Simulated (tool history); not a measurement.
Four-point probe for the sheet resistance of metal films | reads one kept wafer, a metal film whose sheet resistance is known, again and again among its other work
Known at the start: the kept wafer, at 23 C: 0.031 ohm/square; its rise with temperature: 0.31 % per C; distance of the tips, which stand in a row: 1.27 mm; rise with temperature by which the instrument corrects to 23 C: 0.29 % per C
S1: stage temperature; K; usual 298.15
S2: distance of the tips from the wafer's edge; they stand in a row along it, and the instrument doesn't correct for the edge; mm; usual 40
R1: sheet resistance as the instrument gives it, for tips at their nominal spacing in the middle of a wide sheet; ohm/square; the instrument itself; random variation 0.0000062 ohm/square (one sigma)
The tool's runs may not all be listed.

run 1 hour=0 | S1=298.15 S2=40 | R1=0.031207
run 2 hour=29.9 | S1=298.15 S2=29 | R1=0.031228
run 3 hour=92.6 | S1=298.15 S2=29 | R1=0.031228
run 4 hour=142.6 | S1=298.15 S2=29 | R1=0.03125
run 5 hour=193.1 | S1=294.15 S2=40 | R1=0.031205
run 6 hour=237 | S1=298.15 S2=4 | R1=0.032814
run 7 hour=272.4 | S1=298.15 S2=15 | R1=0.031338
-- hour=278.4 stage's thermometer calibrated
run 8 hour=325.6 | S1=298.15 S2=15 | R1=0.031369
run 9 hour=381 | S1=296.15 S2=40 | R1=0.031255
run 10 hour=414.4 | S1=296.15 S2=40 | R1=0.031252
run 11 hour=457.5 | S1=299.15 S2=74 | R1=0.031274
run 12 hour=508.1 | S1=299.15 S2=74 | R1=0.031286
run 13 hour=555.7 | S1=303.15 S2=6 | R1=0.032058
run 14 hour=589.2 | S1=303.15 S2=6 | R1=0.032063
-- hour=623.5 stage's thermometer calibrated, once more
run 15 hour=630.7 | S1=292.15 S2=18 | R1=0.031266
run 16 hour=657.9 | S1=292.15 S2=18 | R1=0.031264
run 17 hour=690.8 | S1=292.15 S2=40 | R1=0.031213
run 18 hour=754.2 | S1=292.15 S2=13 | R1=0.031363

Measured less the same run without the tool's hidden state. The same run-to-run variation is in both; the gauge's scatter may not be:
The hidden state here: inner tips' distance over the nominal, %; tips' flats over new ones', %; wafer's true temperature over the reading, C; drift of the gauge itself on sheet_ohm, %.
run=1 R1=+0.000174
run=2 R1=+0.000176
run=3 R1=+0.000185
run=4 R1=+0.000191
run=5 R1=+0.000198
run=6 R1=+0.000213
run=7 R1=+0.000208
run=8 R1=+0.000236
run=9 R1=+0.000242
run=10 R1=+0.000246
run=11 R1=+0.000251
run=12 R1=+0.000258
run=13 R1=+0.000269
run=14 R1=+0.000274
run=15 R1=+0.000216
run=16 R1=+0.000219
run=17 R1=+0.000223
run=18 R1=+0.000232
